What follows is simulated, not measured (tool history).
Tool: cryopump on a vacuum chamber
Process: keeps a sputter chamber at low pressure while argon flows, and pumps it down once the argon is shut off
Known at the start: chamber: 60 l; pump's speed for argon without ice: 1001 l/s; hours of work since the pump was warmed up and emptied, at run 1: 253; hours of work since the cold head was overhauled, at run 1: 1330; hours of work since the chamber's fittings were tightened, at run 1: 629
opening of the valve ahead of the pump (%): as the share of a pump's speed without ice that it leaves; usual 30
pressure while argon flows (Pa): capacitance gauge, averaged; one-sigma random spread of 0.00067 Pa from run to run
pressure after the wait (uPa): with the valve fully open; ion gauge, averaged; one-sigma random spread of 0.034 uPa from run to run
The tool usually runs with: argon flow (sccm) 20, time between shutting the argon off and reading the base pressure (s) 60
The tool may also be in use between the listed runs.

run,day,argon flow (sccm),time between shutting the argon off and reading the base pressure (s),opening of the valve ahead of the pump (%),hours of work since the pump was warmed up and emptied,hours of work since the cold head was overhauled,hours of work since the chamber's fittings were tightened,pressure while argon flows (Pa),pressure after the wait (uPa)
1,0,20,60,30,253,1330,629,0.1147,4.23
2,2.083,20,60,30,282,1359,658,0.1147,4.29
3,3.775,20,60,30,306,1382,682,0.1154,4.46
4,6.896,20,60,22,349,1426,725,0.1555,4.54
5,8.962,20,60,30,378,1455,754,0.1152,4.81
6,11.175,20,60,30,409,1486,785,0.1159,4.91
7,12.879,20,60,30,433,1509,809,0.1166,4.98
8,15.204,20,60,30,465,1542,841,0.1162,5.18
9,17.204,20,60,30,493,1570,869,0.1157,5.21
10,19.592,20,60,30,526,1603,902,0.1169,5.27
11,21.9,20,60,30,559,1635,935,0.1185,5.52
12,23.912,31,60,30,587,1663,963,0.1822,5.63
13,26.612,31,60,30,624,1701,1000,0.1828,5.83
# day 28.796: leaking fittings of the chamber tightened, without venting
14,29.446,31,60,30,663,1739,9,0.1845,1.93
15,31.35,20,267,30,689,1766,36,0.1184,0.82
16,34.204,20,267,30,729,1805,75,0.1183,0.97
17,36.592,20,267,30,762,1839,109,0.1192,1.13
18,39.738,20,267,30,806,1883,153,0.1202,1.29
19,42.704,30,28,48,847,1924,194,0.1175,4.43
20,45.812,20,231,17,891,1967,237,0.2069,1.63
21,48.425,9,72,25,927,2004,274,0.0645,2.75
22,51.15,8,60,22,965,2042,312,0.0657,3.23
# day 54.879: pump warmed up, emptied and cooled again
23,55.196,9,61,31,4,2095,365,0.0503,3.05
24,58.562,16,86,20,51,2142,412,0.1355,2.79
25,60.971,31,144,20,85,2176,446,0.263,2.5
26,63.308,31,144,20,118,2208,478,0.2647,2.6
27,67.371,20,60,51,174,2265,535,0.0687,3.65
28,70.888,20,60,24,223,2314,584,0.1415,3.95
29,73.938,20,49,46,266,2357,627,0.0757,4.41
30,76.988,18,66,19,308,2399,669,0.1626,4.14
31,80.129,19,41,49,352,2443,713,0.0686,5.33
32,83.062,14,41,60,393,2484,754,0.0428,5.38
33,84.846,20,51,17,418,2509,779,0.2027,5.01

Some steps in pressure while argon flows (Pa), run to run, broken into two amounts with sign: the step expected even without the hidden condition (settings, incoming material, random variation), and the rest, left for the hidden condition together with whatever gauge scatter is not in both the measured and the hidden-condition-free result:
Hidden conditions of the tool in this case: pump's speed, % of a pump's without ice; cold plate's temperature, K; leak into the chamber, uPa l/s; drift of the gauge itself on working_pa, %; drift of the gauge itself on base_upa, %.
Run 18 -> 19: argon flow (sccm) 20 -> 30, time between shutting the argon off and reading the base pressure (s) 267 -> 28, opening of the valve ahead of the pump (%) 30 -> 48. pressure while argon flows (Pa) -0.0027: hidden state +0.0042, all else -0.0069.
Run 19 -> 20: argon flow (sccm) 30 -> 20, time between shutting the argon off and reading the base pressure (s) 28 -> 231, opening of the valve ahead of the pump (%) 48 -> 17. pressure while argon flows (Pa) +0.0894: hidden state -0.0034, all else +0.0928.
Run 20 -> 21: argon flow (sccm) 20 -> 9, time between shutting the argon off and reading the base pressure (s) 231 -> 72, opening of the valve ahead of the pump (%) 17 -> 25. pressure while argon flows (Pa) -0.1424: hidden state -0.0043, all else -0.1381.
Run 26 -> 27: argon flow (sccm) 31 -> 20, time between shutting the argon off and reading the base pressure (s) 144 -> 60, opening of the valve ahead of the pump (%) 20 -> 51. pressure while argon flows (Pa) -0.196: hidden state -0.0004, all else -0.1956.
Run 32 -> 33: argon flow (sccm) 14 -> 20, time between shutting the argon off and reading the base pressure (s) 41 -> 51, opening of the valve ahead of the pump (%) 60 -> 17. pressure while argon flows (Pa) +0.1599: hidden state +0.0013, all else +0.1586.
